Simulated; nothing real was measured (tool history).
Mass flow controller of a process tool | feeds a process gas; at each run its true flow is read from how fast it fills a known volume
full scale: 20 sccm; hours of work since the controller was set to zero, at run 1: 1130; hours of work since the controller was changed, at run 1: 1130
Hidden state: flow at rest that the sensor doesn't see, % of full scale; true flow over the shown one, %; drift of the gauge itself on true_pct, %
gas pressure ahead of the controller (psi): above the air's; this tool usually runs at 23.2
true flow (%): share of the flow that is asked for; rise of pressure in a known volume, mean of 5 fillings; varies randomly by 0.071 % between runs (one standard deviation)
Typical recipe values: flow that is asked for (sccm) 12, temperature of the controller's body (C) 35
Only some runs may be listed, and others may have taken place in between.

run	hour	flow that is asked for (sccm)	gas pressure ahead of the controller (psi)	temperature of the controller's body (C)	hours of work since the controller was set to zero	hours of work since the controller was changed	true flow (%)
1	0	12	23.2	35	1130	1130	100.44
2	35.7	12	23.2	35	1143	1143	100.56
3	86.3	4	23.2	35	1163	1163	100.17
4	165.1	4	23.2	35	1194	1194	100.23
5	209.3	12	23.2	27	1211	1211	99.45
6	271.4	12	23.2	27	1235	1235	99.55
7	350.4	12	30.3	35	1266	1266	101.11
8	406.9	12	23.2	35	1288	1288	100.71
9	477.6	6	23.2	35	1316	1316	100.11
10	526.6	12	23.2	35	1335	1335	100.61
11	596.4	12	23.2	35	1362	1362	100.64
12	673.2	12	23.2	35	1392	1392	100.66
13	730.9	12	33.5	35	1415	1415	101.25
14	800.6	12	30.5	35	1442	1442	101.13
15	863.6	12	23.2	35	1467	1467	100.69
16	909.6	12	23.2	35	1485	1485	100.6
17	990.3	12	23.2	35	1516	1516	100.81
18	1028.5	12	23.2	35	1531	1531	100.83
19	1065.3	12	36.1	35	1545	1545	101.4
20	1116.1	12	36.3	35	1565	1565	101.35
21	1174.9	12	36.3	35	1588	1588	101.49
22	1225	12	36.3	35	1608	1608	101.48
23	1304.7	12	36.3	35	1639	1639	101.62
24	1347.7	12	34.5	35	1656	1656	101.39
25	1393.8	6	34.7	27	1674	1674	100.12
26	1427.4	6	34.7	27	1687	1687	100.13
27	1463	5	39.3	38	1701	1701	101.77
28	1513.4	10	23.5	22	1720	1720	98.98
29	1549.4	2	22.2	35	1734	1734	101.5
30	1593.8	2	22.2	35	1752	1752	101.51
31	1631.5	12	23.2	27	1766	1766	99.82
32	1705.5	6	25.4	30	1795	1795	99.95
33	1763.4	6	20.9	25	1818	1818	99.27
34	1823.3	4	22.5	22	1841	1841	99.09
35	1868.9	4	22.5	22	1859	1859	99.13
36	1907.8	7	25.5	40	1874	1874	101.25
37	1957.4	3	35.8	26	1894	1894	100.7
38	2030.1	3	35.8	26	1922	1922	100.69
39	2086.1	3	35.8	26	1944	1944	100.72
40	2123.4	3	35.8	26	1958	1958	100.69
41	2192.5	3	35.8	26	1985	1985	100.74
42	2247.2	10	32.2	39	2007	2007	101.6
43	2311.7	4	40	34	2032	2032	101.59
44	2383.1	4	40	34	2060	2060	101.67
45	2431	4	40	34	2079	2079	101.78
46	2476.2	4	40	34	2096	2096	101.73
47	2556.4	7	40	33	2127	2127	101.36
48	2630.3	7	40	33	2156	2156	101.35

A few steps of true flow (%) between consecutive runs. Split each: what settings, incoming material and random variation would produce without the hidden state, and what is left over for the hidden state, along with gauge scatter present in only one of the two compared results (measured, and without hidden state):
Run 27 -> 28: flow that is asked for (sccm) 5 -> 10, gas pressure ahead of the controller (psi) 39.3 -> 23.5, temperature of the controller's body (C) 38 -> 22. true flow (%) -2.79: hidden state -0.48, all else -2.31.
Run 28 -> 29: flow that is asked for (sccm) 10 -> 2, gas pressure ahead of the controller (psi) 23.5 -> 22.2, temperature of the controller's body (C) 22 -> 35. true flow (%) +2.52: hidden state +1.97, all else +0.55.
Run 30 -> 31: flow that is asked for (sccm) 2 -> 12, gas pressure ahead of the controller (psi) 22.2 -> 23.2, temperature of the controller's body (C) 35 -> 27. true flow (%) -1.69: hidden state -2.06, all else +0.37.
Run 35 -> 36: flow that is asked for (sccm) 4 -> 7, gas pressure ahead of the controller (psi) 22.5 -> 25.5, temperature of the controller's body (C) 22 -> 40. true flow (%) +2.12: hidden state -0.54, all else +2.66.
Run 41 -> 42: flow that is asked for (sccm) 3 -> 10, gas pressure ahead of the controller (psi) 35.8 -> 32.2, temperature of the controller's body (C) 26 -> 39. true flow (%) +0.86: hidden state -1.26, all else +2.12.
